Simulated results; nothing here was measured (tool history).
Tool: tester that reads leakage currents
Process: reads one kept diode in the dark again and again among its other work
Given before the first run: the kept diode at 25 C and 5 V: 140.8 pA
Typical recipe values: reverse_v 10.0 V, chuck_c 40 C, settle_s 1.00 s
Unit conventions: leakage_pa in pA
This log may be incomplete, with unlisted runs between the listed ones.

| run | day | reverse_v | chuck_c | settle_s | leakage_pa |
|---|---|---|---|---|---|
| 1 | 0.000 | 10.0 | 40 | 1.00 | 631.13 |
| 2 | 5.900 | 10.4 | 40 | 1.00 | 645.39 |
| 3 | 14.117 | 10.4 | 40 | 1.00 | 651.83 |
| 4 | 18.267 | 3.5 | 40 | 1.00 | 410.88 |
|  | 19.350 | chuck's temperature calibrated |
|  | 22.633 | probe card cleaned and baked |
| 5 | 22.729 | 3.5 | 40 | 1.00 | 389.11 |
| 6 | 31.904 | 1.5 | 40 | 1.00 | 278.74 |
| 7 | 37.412 | 1.5 | 40 | 1.00 | 280.34 |
| 8 | 44.862 | 1.5 | 40 | 1.00 | 282.10 |
| 9 | 49.000 | 1.5 | 40 | 1.00 | 282.64 |
| 10 | 55.621 | 1.5 | 40 | 1.00 | 283.03 |
| 11 | 61.550 | 10.0 | 40 | 1.00 | 608.76 |
| 12 | 66.346 | 10.0 | 40 | 1.00 | 607.15 |
| 13 | 73.725 | 10.0 | 40 | 1.00 | 612.23 |
| 14 | 79.325 | 10.0 | 40 | 1.00 | 614.86 |
| 15 | 85.688 | 10.0 | 40 | 1.00 | 617.09 |
| 16 | 89.833 | 5.1 | 40 | 1.00 | 467.86 |
| 17 | 98.862 | 10.0 | 40 | 1.00 | 622.47 |
| 18 | 107.158 | 3.3 | 40 | 1.00 | 397.75 |
| 19 | 112.283 | 10.0 | 40 | 1.00 | 626.64 |
|  | 118.996 | chuck's temperature calibrated |
| 20 | 119.262 | 1.2 | 20 | 5.10 | 54.33 |
| 21 | 125.112 | 1.2 | 20 | 5.10 | 55.07 |
| 22 | 130.917 | 1.2 | 20 | 5.10 | 54.53 |
| 23 | 139.742 | 1.2 | 20 | 4.34 | 55.35 |
| 24 | 143.983 | 1.2 | 20 | 4.34 | 55.34 |
| 25 | 150.038 | 13.3 | 56 | 9.00 | 2085.57 |
| 26 | 157.671 | 1.2 | 40 | 0.67 | 261.81 |
| 27 | 163.492 | 1.2 | 32 | 4.26 | 144.27 |
| 28 | 169.767 | 14.1 | 54 | 4.26 | 1877.49 |
| 29 | 177.967 | 10.0 | 24 | 1.57 | 197.06 |
| 30 | 186.971 | 10.0 | 28 | 0.79 | 269.08 |
| 31 | 191.596 | 5.7 | 27 | 0.37 | 196.21 |
| 32 | 198.179 | 5.7 | 27 | 0.37 | 198.82 |
| 33 | 206.850 | 10.0 | 40 | 0.46 | 645.27 |
| 34 | 212.104 | 10.0 | 40 | 0.46 | 647.24 |
| 35 | 216.025 | 10.0 | 36 | 0.52 | 485.15 |
|  | 218.575 | chuck's temperature calibrated |
| 36 | 223.917 | 5.9 | 27 | 1.95 | 191.31 |
|  | 228.667 | tester calibrated |
| 37 | 229.138 | 5.9 | 27 | 0.75 | 196.06 |
|  | 232.579 | probe card cleaned and baked |
| 38 | 234.738 | 5.9 | 27 | 0.75 | 181.04 |

Below are 5 alternative next runs, each starting from the tool's condition after run 38. Predict each:
| A | 242.346 | 4.8 | 60 | 0.83 | ? |
| B | 242.346 | 3.5 | 30 | 1.00 | ? |
| C | 242.346 | 15.2 | 23 | 0.52 | ? |
| D | 242.346 | 5.9 | 49 | 0.70 | ? |
| E | 242.346 | 5.9 | 48 | 0.75 | ? |

| run | leakage_pa |
|---|---|
| A | 1786.32 |
| B | 187.45 |
| C | 199.42 |
| D | 930.38 |
| E | 870.28 |
Without the tool's hidden state the same runs would have given:
| run | leakage_pa |
|---|---|
| A | 1764.20 |
| B | 184.20 |
| C | 194.30 |
| D | 917.54 |
| E | 858.13 |
